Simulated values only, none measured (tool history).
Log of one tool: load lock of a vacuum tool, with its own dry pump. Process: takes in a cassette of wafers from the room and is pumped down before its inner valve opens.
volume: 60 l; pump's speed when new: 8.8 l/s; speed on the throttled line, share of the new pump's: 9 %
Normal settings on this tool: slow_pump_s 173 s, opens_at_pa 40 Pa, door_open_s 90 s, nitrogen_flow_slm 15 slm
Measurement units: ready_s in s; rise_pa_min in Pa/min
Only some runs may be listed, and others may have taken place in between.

run,hour,slow_pump_s,opens_at_pa,door_open_s,nitrogen_flow_slm,"incoming humidity of the room's air, %",ready_s,rise_pa_min
1,0,173,40,90,15,41.5,215.7,0.033
2,81.9,173,40,90,15,41.2,215.2,0.029
3,198.9,173,40,90,15,43.8,215.5,0.037
4,260.7,173,40,90,15,44.4,215,0.03
5,385.8,173,40,90,15,43.4,215.6,0.029
6,464.5,173,46,90,15,45.1,215.4,0.033
7,545.8,173,46,90,15,46.2,214.4,0.031
8,621.1,173,46,90,15,45.3,214.6,0.03
9,747.5,173,46,90,15,47.2,215.1,0.036
10,838.1,173,46,90,18,48,215,0.036
11,942.3,173,46,90,18,47.6,215.4,0.037
12,1067.2,173,46,90,18,44.5,215.5,0.031
13,1181.6,173,46,90,18,42.3,215.1,0.027
14,1256.5,173,46,90,18,44,214.5,0.033
15,1342.2,126,46,90,18,45.6,172.6,0.027
16,1423.2,149,50,39,10,42.1,192.7,0.03
17,1494.6,149,71,39,36,44.7,190.2,0.018
18,1612.7,149,71,39,36,44.4,190.4,0.02
19,1670.1,179,28,49,31,42.9,224,0.026
20,1792.8,165,40,137,15,47.1,208.4,0.045
21,1871.8,165,40,137,15,41.8,208.8,0.042
22,1981.4,165,40,137,15,48.6,208.5,0.04
23,2082.2,94,40,90,33,41.3,145.4,0.032
24,2200.3,94,36,38,33,46.5,145.9,0.028
25,2273,94,36,38,33,46.4,146.2,0.027
26,2333.5,94,36,38,33,45.3,145.9,0.026
27,2403.8,227,36,73,33,44.4,265.8,0.025
28,2503.7,227,36,73,33,48.5,265,0.03
29,2628.8,204,40,90,6,49.5,244.7,0.048

Below, some changes in ready_s between adjacent runs. For each, the amount present without the hidden state too (settings, incoming material, random variation) and the amount remaining for the hidden state with gauge scatter not shared by both compared results:
The hidden state here: pump's speed, % of a new pump's; leak at the door's seal, Pa l/s; drift of the gauge itself on ready_s, %; drift of the gauge itself on rise_pa_min, %.
Run 22 -> 23: slow_pump_s 165 -> 94, door_open_s 137 -> 90, nitrogen_flow_slm 15 -> 33. ready_s -63.1 s: hidden state +0.9, all else -64.
Run 26 -> 27: slow_pump_s 94 -> 227, door_open_s 38 -> 73. ready_s +119.9 s: hidden state -1.5, all else +121.4.
